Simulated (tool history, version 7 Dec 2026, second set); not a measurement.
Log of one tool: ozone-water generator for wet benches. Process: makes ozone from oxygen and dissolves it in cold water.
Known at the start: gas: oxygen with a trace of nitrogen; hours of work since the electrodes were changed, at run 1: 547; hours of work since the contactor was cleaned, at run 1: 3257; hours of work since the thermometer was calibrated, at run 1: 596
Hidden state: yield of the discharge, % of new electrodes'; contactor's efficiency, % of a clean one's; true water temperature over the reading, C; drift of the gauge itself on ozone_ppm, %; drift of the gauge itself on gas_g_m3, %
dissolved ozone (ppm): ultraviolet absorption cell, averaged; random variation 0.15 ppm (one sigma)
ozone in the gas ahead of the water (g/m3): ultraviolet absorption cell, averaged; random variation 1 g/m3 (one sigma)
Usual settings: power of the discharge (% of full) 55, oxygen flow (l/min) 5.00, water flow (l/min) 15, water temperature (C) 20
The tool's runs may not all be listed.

run,hour,power of the discharge (% of full),oxygen flow (l/min),water flow (l/min),water temperature (C),hours of work since the electrodes were changed,hours of work since the contactor was cleaned,hours of work since the thermometer was calibrated,dissolved ozone (ppm),ozone in the gas ahead of the water (g/m3)
1,0.0,55,5.00,15,20,547,3257,596,17.5,173.9
2,35.7,55,5.00,15,20,574,3283,622,17.6,170.8
3,75.0,55,5.00,15,20,603,3312,651,17.4,173.0
4,97.9,55,5.00,15,20,620,3329,668,17.8,172.3
5,125.4,79,5.00,15,20,640,3350,689,21.6,214.3
6,166.7,79,5.00,15,21,671,3381,720,21.6,215.4
7,201.6,79,5.00,15,21,697,3406,745,21.1,212.7
8,227.7,79,5.00,13,21,716,3426,765,23.6,212.1
9,261.3,79,4.37,13,21,741,3451,790,23.2,222.4
10,280.0,79,4.37,13,21,755,3465,804,23.3,224.4
11,316.8,55,5.00,15,20,782,3492,831,17.4,169.9
12,353.2,55,5.00,15,20,809,3519,858,17.4,171.7
13,395.0,55,5.00,15,18,840,3550,889,18.1,170.5
14,431.7,55,5.00,15,18,868,3577,916,17.8,170.3
15,470.6,94,4.25,23,26,896,3606,945,15.0,251.1
16,493.7,55,5.00,16,26,914,3623,962,15.0,170.8
17,519.0,68,5.00,10,26,932,3642,981,23.1,192.4
18,540.5,42,5.00,18,20,948,3658,997,13.0,144.6
19,560.7,55,5.00,20,20,963,3673,1012,13.5,171.1

Run 20 comes next. What will it give?
20,584.1,55,2.70,20,22,981,3690,1029,?,?

{"run 20": {"dissolved ozone (ppm)": 11.6, "ozone in the gas ahead of the water (g/m3)": 216.7}}
Without the tool's hidden state the same run would have given dissolved ozone (ppm) 12.7, ozone in the gas ahead of the water (g/m3) 223.8.

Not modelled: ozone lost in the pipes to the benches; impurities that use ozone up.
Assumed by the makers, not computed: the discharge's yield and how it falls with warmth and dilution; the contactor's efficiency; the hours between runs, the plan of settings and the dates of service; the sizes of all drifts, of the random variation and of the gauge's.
